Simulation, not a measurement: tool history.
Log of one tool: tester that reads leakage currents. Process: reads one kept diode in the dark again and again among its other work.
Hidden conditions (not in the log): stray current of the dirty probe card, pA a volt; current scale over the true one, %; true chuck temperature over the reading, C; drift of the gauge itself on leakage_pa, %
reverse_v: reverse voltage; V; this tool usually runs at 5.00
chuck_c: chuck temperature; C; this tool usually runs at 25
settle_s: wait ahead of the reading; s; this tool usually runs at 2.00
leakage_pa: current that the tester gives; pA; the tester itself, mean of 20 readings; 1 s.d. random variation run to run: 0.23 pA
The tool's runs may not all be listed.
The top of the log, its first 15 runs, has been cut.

run,hour,reverse_v,chuck_c,settle_s,hours of work since the probe card was cleaned,hours of work since the tester was calibrated,hours of work since the chuck was calibrated,leakage_pa
16,418.4,1.51,25,2.00,833,1326,1238,45.88
17,454.7,1.51,25,2.00,860,1353,1265,45.80
18,481.3,1.51,25,2.00,879,1373,1284,45.73
19,503.2,1.51,25,2.00,896,1389,1301,46.14
20,531.2,5.00,25,1.08,917,1410,1322,70.30
21,571.3,3.09,37,0.56,946,1440,1351,149.00
22,608.9,3.09,37,0.56,974,1468,1379,149.19
23,645.2,1.22,37,2.87,1001,1495,1406,107.04

What will run 24 give?
24,682.9,12.06,53,2.42,1030,1523,1434,?

Run 24 gave leakage_pa 722.63 pA.
Take away the tool's hidden state, keep the run-to-run variation as it was, and the same run would have given leakage_pa 789.09 pA.
